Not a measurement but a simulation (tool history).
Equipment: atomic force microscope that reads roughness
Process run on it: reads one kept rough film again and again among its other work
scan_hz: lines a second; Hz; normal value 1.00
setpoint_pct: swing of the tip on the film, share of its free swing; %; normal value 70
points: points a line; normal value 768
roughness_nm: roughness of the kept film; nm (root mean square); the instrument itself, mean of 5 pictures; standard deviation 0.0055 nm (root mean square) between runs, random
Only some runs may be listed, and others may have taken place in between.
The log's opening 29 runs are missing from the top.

| run | hour | scan_hz | setpoint_pct | points | roughness_nm |
|---|---|---|---|---|---|
| 30 | 669.2 | 0.60 | 59 | 295 | 1.605 |
| 31 | 697.3 | 0.60 | 59 | 295 | 1.598 |
| 32 | 716.9 | 0.58 | 63 | 566 | 1.588 |
| 33 | 739.2 | 1.25 | 70 | 768 | 1.557 |
| 34 | 766.1 | 1.25 | 70 | 768 | 1.540 |
| 35 | 789.9 | 1.75 | 90 | 768 | 1.407 |
| 36 | 805.4 | 1.75 | 90 | 391 | 1.396 |
|  | 810.1 | new tip fitted |
| 37 | 830.3 | 1.75 | 84 | 516 | 1.482 |
| 38 | 852.6 | 1.75 | 84 | 516 | 1.479 |
| 39 | 884.8 | 2.35 | 70 | 768 | 1.526 |
| 40 | 915.4 | 2.65 | 70 | 768 | 1.507 |
| 41 | 941.8 | 2.65 | 66 | 312 | 1.519 |
|  | 964.3 | height scale calibrated on a step standard |
| 42 | 971.2 | 2.65 | 66 | 312 | 1.489 |
| 43 | 985.5 | 1.97 | 66 | 271 | 1.500 |
| 44 | 998.9 | 1.97 | 66 | 271 | 1.493 |
| 45 | 1017.4 | 1.97 | 82 | 815 | 1.411 |
|  | 1022.8 | new tip fitted |
| 46 | 1033.0 | 1.97 | 82 | 815 | 1.453 |
| 47 | 1050.8 | 1.18 | 82 | 815 | 1.504 |
| 48 | 1072.6 | 1.18 | 62 | 432 | 1.570 |
| 49 | 1096.0 | 1.18 | 62 | 432 | 1.562 |
| 50 | 1117.8 | 1.13 | 62 | 432 | 1.561 |

4 options for the next run, each taken on its own from the tool as it stands now. Forecast them:
| A | 1144.3 | 0.78 | 62 | 421 | ? |
| B | 1144.3 | 1.20 | 86 | 768 | ? |
| C | 1144.3 | 1.60 | 62 | 432 | ? |
| D | 1144.3 | 1.13 | 62 | 440 | ? |

| run | roughness_nm |
|---|---|
| A | 1.563 |
| B | 1.465 |
| C | 1.535 |
| D | 1.550 |
Had the tool no hidden state, the same runs would have come out as:
| run | roughness_nm |
|---|---|
| A | 1.587 |
| B | 1.487 |
| C | 1.558 |
| D | 1.573 |
